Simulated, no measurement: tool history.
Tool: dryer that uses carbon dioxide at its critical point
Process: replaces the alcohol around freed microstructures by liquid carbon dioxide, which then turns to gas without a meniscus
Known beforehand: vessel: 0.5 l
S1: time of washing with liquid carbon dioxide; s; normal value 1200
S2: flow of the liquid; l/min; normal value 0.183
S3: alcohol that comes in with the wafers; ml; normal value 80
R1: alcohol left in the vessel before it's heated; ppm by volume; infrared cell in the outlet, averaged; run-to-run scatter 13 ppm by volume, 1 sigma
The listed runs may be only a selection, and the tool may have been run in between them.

{"run": 1, "hour": 0.0, "S1": 1200, "S2": 0.183, "S3": 80, "R1": 1119}
{"run": 2, "hour": 16.3, "S1": 1200, "S2": 0.183, "S3": 80, "R1": 1111}
{"run": 3, "hour": 30.6, "S1": 1200, "S2": 0.183, "S3": 80, "R1": 1134}
{"run": 4, "hour": 43.2, "S1": 1200, "S2": 0.183, "S3": 77, "R1": 1091}
{"run": 5, "hour": 59.5, "S1": 1200, "S2": 0.183, "S3": 80, "R1": 1182}
{"run": 6, "hour": 72.5, "S1": 900, "S2": 0.183, "S3": 39, "R1": 1824}
{"run": 7, "hour": 90.3, "S1": 1260, "S2": 0.183, "S3": 97, "R1": 1114}
{"run": 8, "hour": 106.9, "S1": 1800, "S2": 0.183, "S3": 80, "R1": 168}
{"run": 9, "hour": 125.4, "S1": 1800, "S2": 0.183, "S3": 80, "R1": 173}
{"run": 10, "hour": 153.0, "S1": 1800, "S2": 0.183, "S3": 80, "R1": 171}

Below are 5 alternative next runs, each starting from the tool's condition after run 10. Predict each:
{"run": "A", "hour": 172.0, "S1": 960, "S2": 0.183, "S3": 80, "R1": "?"}
{"run": "B", "hour": 172.0, "S1": 1260, "S2": 0.292, "S3": 80, "R1": "?"}
{"run": "C", "hour": 172.0, "S1": 1740, "S2": 0.209, "S3": 51, "R1": "?"}
{"run": "D", "hour": 172.0, "S1": 1200, "S2": 0.133, "S3": 80, "R1": "?"}
{"run": "E", "hour": 172.0, "S1": 1380, "S2": 0.27, "S3": 102, "R1": "?"}

run=A R1=2989
run=B R1=122
run=C R1=108
run=D R1=4599
run=E R1=125
The same runs, with their run-to-run variation unchanged, on a tool lacking any hidden condition would have given:
run=A R1=2196
run=B R1=26
run=C R1=16
run=D R1=3507
run=E R1=27
